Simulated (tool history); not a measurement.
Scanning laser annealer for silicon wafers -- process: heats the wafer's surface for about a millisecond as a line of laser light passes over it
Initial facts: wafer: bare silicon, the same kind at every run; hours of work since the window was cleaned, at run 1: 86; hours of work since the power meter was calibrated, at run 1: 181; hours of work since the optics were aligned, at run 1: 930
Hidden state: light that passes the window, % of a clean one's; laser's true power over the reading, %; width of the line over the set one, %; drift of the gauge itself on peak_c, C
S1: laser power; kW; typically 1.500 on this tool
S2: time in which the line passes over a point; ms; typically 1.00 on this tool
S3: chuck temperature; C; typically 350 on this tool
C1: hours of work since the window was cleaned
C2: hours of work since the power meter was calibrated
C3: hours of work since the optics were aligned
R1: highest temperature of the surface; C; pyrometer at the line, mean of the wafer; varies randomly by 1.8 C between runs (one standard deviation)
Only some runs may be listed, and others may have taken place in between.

run,day,S1,S2,S3,C1,C2,C3,R1
1,0.000,1.500,1.00,350,86,181,930,1065
2,0.392,1.500,1.23,350,91,186,935,1157
3,0.883,1.500,1.23,350,98,192,941,1156
4,1.217,1.500,1.23,350,102,196,946,1153
5,1.642,1.500,1.23,350,107,202,951,1155
6,1.912,1.500,1.23,350,111,205,955,1152
7,2.375,1.500,1.00,350,117,211,960,1064
8,2.617,1.643,1.00,350,120,214,964,1126
9,2.925,1.643,1.00,350,124,218,968,1124
10,3.221,1.643,1.00,350,128,222,971,1126
11,3.688,1.643,1.00,350,134,228,977,1126
12,4.071,1.643,1.00,350,138,233,982,1124
13,4.358,1.500,1.00,350,142,237,986,1059
14,4.633,1.500,1.00,350,146,240,989,1054
# day 4.871: optics aligned, line set to its width
15,5.062,1.500,0.84,350,148,243,2,990
16,5.312,1.500,0.84,350,152,246,6,988
17,5.700,1.500,0.84,350,157,251,11,989
18,6.129,1.500,0.84,350,162,257,16,986
19,6.421,1.476,0.84,350,166,260,20,979
# day 6.879: optics aligned, line set to its width, once more
20,6.988,1.505,1.24,368,170,265,1,1179
21,7.379,1.397,1.24,312,175,270,6,1072
22,7.883,1.361,0.81,387,182,276,13,963
23,8.208,1.373,1.00,333,186,280,17,989
24,8.546,1.379,0.71,385,190,285,21,920

What does the tool deliver on the next run?
25,8.933,1.592,0.72,385,195,290,26,?

R1: 1002 C
On a tool with no hidden condition, and with the same random variation, this run would have come out at R1 1014 C.

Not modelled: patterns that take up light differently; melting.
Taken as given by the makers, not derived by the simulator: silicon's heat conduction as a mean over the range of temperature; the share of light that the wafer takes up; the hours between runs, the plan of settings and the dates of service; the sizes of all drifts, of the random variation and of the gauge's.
